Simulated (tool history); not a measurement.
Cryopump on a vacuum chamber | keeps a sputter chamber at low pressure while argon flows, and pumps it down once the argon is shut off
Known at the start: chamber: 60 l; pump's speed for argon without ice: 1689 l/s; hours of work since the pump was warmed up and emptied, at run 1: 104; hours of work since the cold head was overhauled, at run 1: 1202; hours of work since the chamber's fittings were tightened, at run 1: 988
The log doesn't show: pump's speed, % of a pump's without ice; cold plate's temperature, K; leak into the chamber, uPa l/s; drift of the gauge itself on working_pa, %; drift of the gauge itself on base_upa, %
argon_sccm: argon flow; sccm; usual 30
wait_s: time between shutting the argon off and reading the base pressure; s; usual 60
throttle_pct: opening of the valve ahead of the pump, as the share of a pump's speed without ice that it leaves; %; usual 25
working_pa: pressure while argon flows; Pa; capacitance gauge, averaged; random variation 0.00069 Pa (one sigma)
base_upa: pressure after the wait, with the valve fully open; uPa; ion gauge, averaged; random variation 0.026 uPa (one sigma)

run	day	argon_sccm	wait_s	throttle_pct	hours of work since the pump was warmed up and emptied	hours of work since the cold head was overhauled	hours of work since the chamber's fittings were tightened	working_pa	base_upa
1	0	30	60	25	104	1202	988	0.1199	1.38
2	1.488	30	60	25	129	1226	1012	0.1205	1.47
3	2.329	30	60	25	143	1240	1026	0.1212	1.47
4	3.267	30	60	21	158	1255	1041	0.144	1.47
5	4.312	30	42	25	175	1272	1059	0.1225	1.87
6	5.754	30	42	25	199	1296	1082	0.122	1.93
7	6.921	20	60	25	218	1315	1101	0.0807	1.54
8	8.296	20	60	25	241	1338	1124	0.0812	1.52
9	9.788	30	60	25	265	1362	1148	0.1219	1.53
10	11.275	30	60	25	289	1387	1173	0.1214	1.5
11	12.488	30	60	25	309	1406	1193	0.1221	1.52
12	13.458	30	60	25	325	1422	1208	0.122	1.52
13	14.692	30	60	25	345	1443	1229	0.1222	1.52
14	16.592	30	60	25	377	1474	1260	0.1238	1.57
15	18.45	30	60	25	407	1504	1290	0.1238	1.6
16	19.354	30	60	25	422	1519	1305	0.1242	1.52
17	20.488	30	60	25	440	1538	1324	0.124	1.64
18	21.746	21	26	25	461	1558	1344	0.0871	2.81
19	23.196	37	42	20	485	1582	1368	0.1912	2.02
20	24.942	37	42	20	514	1611	1397	0.1908	1.97

Forecast run 21:
21	26.738	19	98	26	543	1640	1426	?	?

Run 21 gave working_pa 0.0758 Pa, base_upa 1.34 uPa.
Without the tool's hidden state the same run would have given working_pa 0.0732 Pa, base_upa 0.78 uPa.
